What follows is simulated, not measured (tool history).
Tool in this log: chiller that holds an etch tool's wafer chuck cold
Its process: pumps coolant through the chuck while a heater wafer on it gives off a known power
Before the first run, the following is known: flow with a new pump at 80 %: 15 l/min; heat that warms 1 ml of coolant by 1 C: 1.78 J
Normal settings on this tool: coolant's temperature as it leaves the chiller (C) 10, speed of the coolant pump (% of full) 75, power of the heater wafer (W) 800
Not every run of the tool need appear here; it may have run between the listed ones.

run	hour	coolant's temperature as it leaves the chiller (C)	speed of the coolant pump (% of full)	power of the heater wafer (W)	chuck's temperature once it has settled (C)	how much warmer the coolant comes back (C)
1	0.0	10	75	800	15.29	1.89
2	34.7	10	75	491	13.17	1.15
3	64.5	10	75	491	13.34	1.18
4	86.5	2	75	800	7.34	1.93
5	121.1	2	75	800	7.29	1.91
6	162.8	10	75	800	15.25	1.92
7	186.1	18	76	1113	25.26	2.65
8	220.6	8	80	576	11.63	1.29
9	267.1	19	73	499	22.46	1.22
10	291.2	10	62	407	13.06	1.19
11	316.1	10	62	407	13.17	1.17

Predict each of these 4 candidate next runs independently; none follows another, all start after run 11:
A	349.9	6	62	407	?	?
B	349.9	5	62	418	?	?
C	349.9	8	62	501	?	?
D	349.9	10	62	584	?	?

run	chuck's temperature once it has settled (C)	how much warmer the coolant comes back (C)
A	9.13	1.18
B	8.30	1.21
C	11.81	1.48
D	14.44	1.71
The same runs, with their run-to-run variation unchanged, on a tool lacking any hidden condition would have given:
run	chuck's temperature once it has settled (C)	how much warmer the coolant comes back (C)
A	9.15	1.18
B	8.32	1.21
C	11.83	1.48
D	14.46	1.71

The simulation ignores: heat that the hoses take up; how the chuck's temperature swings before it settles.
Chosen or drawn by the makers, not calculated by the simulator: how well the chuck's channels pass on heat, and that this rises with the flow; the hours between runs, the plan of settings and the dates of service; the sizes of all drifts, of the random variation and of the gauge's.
